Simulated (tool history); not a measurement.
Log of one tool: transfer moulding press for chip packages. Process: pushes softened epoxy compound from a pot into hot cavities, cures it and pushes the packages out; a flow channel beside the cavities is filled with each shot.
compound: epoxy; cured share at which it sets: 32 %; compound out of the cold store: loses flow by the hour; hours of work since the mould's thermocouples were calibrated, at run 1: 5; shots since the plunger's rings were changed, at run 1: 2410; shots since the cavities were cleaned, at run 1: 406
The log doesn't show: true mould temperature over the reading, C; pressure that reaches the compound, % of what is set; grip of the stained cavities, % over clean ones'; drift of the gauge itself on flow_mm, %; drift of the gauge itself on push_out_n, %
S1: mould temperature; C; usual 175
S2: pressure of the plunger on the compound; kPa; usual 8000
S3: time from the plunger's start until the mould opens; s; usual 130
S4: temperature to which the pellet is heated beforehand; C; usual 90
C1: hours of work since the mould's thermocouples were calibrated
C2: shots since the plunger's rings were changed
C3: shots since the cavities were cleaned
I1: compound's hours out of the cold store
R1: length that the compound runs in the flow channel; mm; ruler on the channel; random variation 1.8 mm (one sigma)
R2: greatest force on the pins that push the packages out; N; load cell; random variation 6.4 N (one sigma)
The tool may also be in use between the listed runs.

{"run": 1, "hour": 0.0, "S1": 175, "S2": 8000, "S3": 130, "S4": 90, "C1": 5, "C2": 2410, "C3": 406, "I1": 20.1, "R1": 523, "R2": 259}
{"hour": 33.2, "done": "cavities cleaned with cleaning compound and waxed"}
{"run": 2, "hour": 52.1, "S1": 175, "S2": 8000, "S3": 130, "S4": 90, "C1": 36, "C2": 2861, "C3": 168, "I1": 13.4, "R1": 536, "R2": 271}
{"run": 3, "hour": 98.2, "S1": 175, "S2": 8000, "S3": 130, "S4": 90, "C1": 64, "C2": 3273, "C3": 580, "I1": 39.8, "R1": 479, "R2": 258}
{"hour": 112.3, "done": "cavities cleaned with cleaning compound and waxed"}
{"run": 4, "hour": 125.8, "S1": 175, "S2": 8000, "S3": 130, "S4": 90, "C1": 80, "C2": 3506, "C3": 121, "I1": 24.7, "R1": 513, "R2": 244}
{"hour": 167.4, "done": "plunger's sealing rings changed"}
{"run": 5, "hour": 182.2, "S1": 175, "S2": 8000, "S3": 130, "S4": 90, "C1": 114, "C2": 133, "C3": 602, "I1": 24, "R1": 515, "R2": 267}
{"hour": 193.4, "done": "cavities cleaned with cleaning compound and waxed"}
{"run": 6, "hour": 226.8, "S1": 175, "S2": 8000, "S3": 130, "S4": 90, "C1": 140, "C2": 517, "C3": 298, "I1": 41.9, "R1": 477, "R2": 251}
{"run": 7, "hour": 255.4, "S1": 175, "S2": 8000, "S3": 130, "S4": 90, "C1": 157, "C2": 772, "C3": 553, "I1": 35.9, "R1": 486, "R2": 249}
{"hour": 269.9, "done": "cavities cleaned with cleaning compound and waxed"}
{"run": 8, "hour": 287.9, "S1": 175, "S2": 8000, "S3": 130, "S4": 90, "C1": 177, "C2": 1050, "C3": 161, "I1": 19.8, "R1": 519, "R2": 270}
{"run": 9, "hour": 320.6, "S1": 175, "S2": 8000, "S3": 130, "S4": 90, "C1": 197, "C2": 1341, "C3": 452, "I1": 9.2, "R1": 548, "R2": 257}
{"hour": 347.9, "done": "cavities cleaned with cleaning compound and waxed"}
{"run": 10, "hour": 379.4, "S1": 175, "S2": 8000, "S3": 130, "S4": 90, "C1": 232, "C2": 1852, "C3": 281, "I1": 23.1, "R1": 515, "R2": 251}
{"run": 11, "hour": 410.0, "S1": 175, "S2": 8000, "S3": 121, "S4": 90, "C1": 251, "C2": 2126, "C3": 555, "I1": 42.3, "R1": 475, "R2": 286}
{"hour": 425.6, "done": "cavities cleaned with cleaning compound and waxed"}
{"run": 12, "hour": 462.3, "S1": 175, "S2": 8000, "S3": 121, "S4": 90, "C1": 282, "C2": 2579, "C3": 328, "I1": 33.6, "R1": 493, "R2": 288}
{"hour": 502.2, "done": "cavities cleaned with cleaning compound and waxed"}
{"run": 13, "hour": 523.9, "S1": 175, "S2": 8000, "S3": 121, "S4": 90, "C1": 319, "C2": 3115, "C3": 193, "I1": 24.4, "R1": 513, "R2": 295}
{"run": 14, "hour": 574.5, "S1": 172, "S2": 8000, "S3": 118, "S4": 90, "C1": 350, "C2": 3566, "C3": 644, "I1": 9.3, "R1": 554, "R2": 428}
{"hour": 579.0, "done": "cavities cleaned with cleaning compound and waxed"}
{"hour": 612.9, "done": "plunger's sealing rings changed"}
{"run": 15, "hour": 625.0, "S1": 178, "S2": 8000, "S3": 114, "S4": 87, "C1": 378, "C2": 108, "C3": 388, "I1": 14.1, "R1": 529, "R2": 289}
{"run": 16, "hour": 649.6, "S1": 178, "S2": 8000, "S3": 114, "S4": 87, "C1": 393, "C2": 328, "C3": 608, "I1": 41.6, "R1": 471, "R2": 258}
{"hour": 661.3, "done": "cavities cleaned with cleaning compound and waxed"}
{"run": 17, "hour": 694.7, "S1": 171, "S2": 8630, "S3": 139, "S4": 83, "C1": 420, "C2": 717, "C3": 298, "I1": 16.6, "R1": 563, "R2": 305}
{"run": 18, "hour": 722.4, "S1": 171, "S2": 8630, "S3": 117, "S4": 83, "C1": 437, "C2": 964, "C3": 545, "I1": 15, "R1": 567, "R2": 475}
{"hour": 739.9, "done": "cavities cleaned with cleaning compound and waxed"}
{"run": 19, "hour": 763.4, "S1": 175, "S2": 8000, "S3": 130, "S4": 95, "C1": 461, "C2": 1316, "C3": 209, "I1": 11.7, "R1": 541, "R2": 275}
{"run": 20, "hour": 795.5, "S1": 175, "S2": 8000, "S3": 130, "S4": 83, "C1": 481, "C2": 1603, "C3": 496, "I1": 10.1, "R1": 547, "R2": 271}
{"hour": 817.3, "done": "cavities cleaned with cleaning compound and waxed"}
{"run": 21, "hour": 834.1, "S1": 175, "S2": 8000, "S3": 130, "S4": 83, "C1": 504, "C2": 1934, "C3": 150, "I1": 29.9, "R1": 503, "R2": 257}
{"run": 22, "hour": 866.0, "S1": 175, "S2": 8000, "S3": 130, "S4": 83, "C1": 523, "C2": 2218, "C3": 434, "I1": 36.3, "R1": 486, "R2": 260}
{"hour": 894.6, "done": "cavities cleaned with cleaning compound and waxed"}
{"run": 23, "hour": 904.3, "S1": 179, "S2": 8000, "S3": 130, "S4": 97, "C1": 546, "C2": 2547, "C3": 87, "I1": 35, "R1": 486, "R2": 223}
{"run": 24, "hour": 954.4, "S1": 178, "S2": 8000, "S3": 130, "S4": 81, "C1": 577, "C2": 2994, "C3": 534, "I1": 25, "R1": 508, "R2": 220}
{"hour": 972.8, "done": "cavities cleaned with cleaning compound and waxed"}
{"run": 25, "hour": 1003.9, "S1": 170, "S2": 8000, "S3": 130, "S4": 90, "C1": 606, "C2": 3422, "C3": 277, "I1": 39, "R1": 496, "R2": 343}
{"run": 26, "hour": 1038.2, "S1": 179, "S2": 8000, "S3": 141, "S4": 86, "C1": 627, "C2": 3728, "C3": 583, "I1": 40.4, "R1": 470, "R2": 198}

How the hidden state differs across the entries between the runs, from the last listed run before each to the first after it:
Between runs 1 and 2: cavities cleaned with cleaning compound and waxed (hour 33.2)
  true mould temperature over the reading, C: 0 -> -0.01; pressure that reaches the compound, % of what is set: 99.89 -> 99.87; grip of the stained cavities, % over clean ones': 0.9 -> 0.5
Between runs 3 and 4: cavities cleaned with cleaning compound and waxed (hour 112.3)
  pressure that reaches the compound, % of what is set: 99.85 -> 99.84; grip of the stained cavities, % over clean ones': 1.1 -> 0.4
Between runs 4 and 5: plunger's sealing rings changed (hour 167.4)
  pressure that reaches the compound, % of what is set: 99.84 -> 99.99; grip of the stained cavities, % over clean ones': 0.4 -> 1.1
Between runs 5 and 6: cavities cleaned with cleaning compound and waxed (hour 193.4)
  pressure that reaches the compound, % of what is set: 99.99 -> 99.97; grip of the stained cavities, % over clean ones': 1.1 -> 0.7
Between runs 7 and 8: cavities cleaned with cleaning compound and waxed (hour 269.9)
  pressure that reaches the compound, % of what is set: 99.95 -> 99.94; grip of the stained cavities, % over clean ones': 1.1 -> 0.4
Between runs 9 and 10: cavities cleaned with cleaning compound and waxed (hour 347.9)
  pressure that reaches the compound, % of what is set: 99.93 -> 99.91; grip of the stained cavities, % over clean ones': 0.9 -> 0.7
Between runs 11 and 12: cavities cleaned with cleaning compound and waxed (hour 425.6)
  pressure that reaches the compound, % of what is set: 99.89 -> 99.87; grip of the stained cavities, % over clean ones': 1.1 -> 0.8
Between runs 12 and 13: cavities cleaned with cleaning compound and waxed (hour 502.2)
  true mould temperature over the reading, C: -0.01 -> -0.02; pressure that reaches the compound, % of what is set: 99.87 -> 99.85; grip of the stained cavities, % over clean ones': 0.8 -> 0.5
Between runs 14 and 15: cavities cleaned with cleaning compound and waxed (hour 579); plunger's sealing rings changed (hour 612.9)
  pressure that reaches the compound, % of what is set: 99.83 -> 99.99; grip of the stained cavities, % over clean ones': 1.1 -> 0.9
Between runs 16 and 17: cavities cleaned with cleaning compound and waxed (hour 661.3)
  pressure that reaches the compound, % of what is set: 99.98 -> 99.96; grip of the stained cavities, % over clean ones': 1.1 -> 0.7
Between runs 18 and 19: cavities cleaned with cleaning compound and waxed (hour 739.9)
  pressure that reaches the compound, % of what is set: 99.95 -> 99.93; grip of the stained cavities, % over clean ones': 1.1 -> 0.5
Between runs 20 and 21: cavities cleaned with cleaning compound and waxed (hour 817.3)
  pressure that reaches the compound, % of what is set: 99.92 -> 99.9; grip of the stained cavities, % over clean ones': 1 -> 0.4
Between runs 22 and 23: cavities cleaned with cleaning compound and waxed (hour 894.6)
  true mould temperature over the reading, C: -0.02 -> -0.03; pressure that reaches the compound, % of what is set: 99.89 -> 99.88; grip of the stained cavities, % over clean ones': 0.9 -> 0.3
Between runs 24 and 25: cavities cleaned with cleaning compound and waxed (hour 972.8)
  pressure that reaches the compound, % of what is set: 99.85 -> 99.83; grip of the stained cavities, % over clean ones': 1 -> 0.7
